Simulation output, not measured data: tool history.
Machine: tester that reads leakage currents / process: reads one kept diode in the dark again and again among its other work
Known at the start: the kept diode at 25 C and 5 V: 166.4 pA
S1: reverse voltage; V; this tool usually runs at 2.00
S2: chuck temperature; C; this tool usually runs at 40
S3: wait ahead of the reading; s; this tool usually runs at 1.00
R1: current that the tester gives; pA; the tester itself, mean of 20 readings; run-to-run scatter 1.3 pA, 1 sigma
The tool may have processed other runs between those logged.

run,hour,S1,S2,S3,R1
1,0.0,2.00,40,1.00,406.28
2,27.9,2.00,40,1.00,403.59
3,59.6,2.00,40,1.00,404.14
4,104.9,2.00,40,1.00,401.79
5,143.3,2.00,40,1.00,401.66
6,189.2,2.00,40,1.00,399.08
7,210.3,2.00,40,1.00,399.53
8,236.7,2.00,40,1.00,400.06
9,272.5,2.00,40,1.00,399.71
10,311.5,2.00,40,1.00,398.72
11,338.6,2.00,40,1.00,397.65
12,387.3,2.00,40,1.00,394.76
13,410.0,2.00,40,1.00,396.43
14,455.5,3.10,40,1.00,470.68
15,482.8,3.10,40,1.00,470.57
16,515.1,3.10,40,1.00,469.47
17,553.5,3.10,40,1.00,469.42
18,600.7,2.00,40,1.00,392.45
19,639.2,2.00,40,1.00,392.52
20,668.9,2.00,40,1.00,394.21
# hour 706.0: chuck's temperature calibrated
21,712.6,1.21,40,1.00,368.01
22,761.8,4.28,40,0.46,608.67
23,809.9,10.14,40,1.63,853.31
24,851.3,1.37,41,0.61,416.57

Run 25 is up next; what results do you expect?
25,901.6,10.60,59,5.86,?

{"run 25": {"R1": 3822.3}}
If the tool had no hidden condition, the same run with the same run-to-run variation would have returned R1 3785.36 pA.
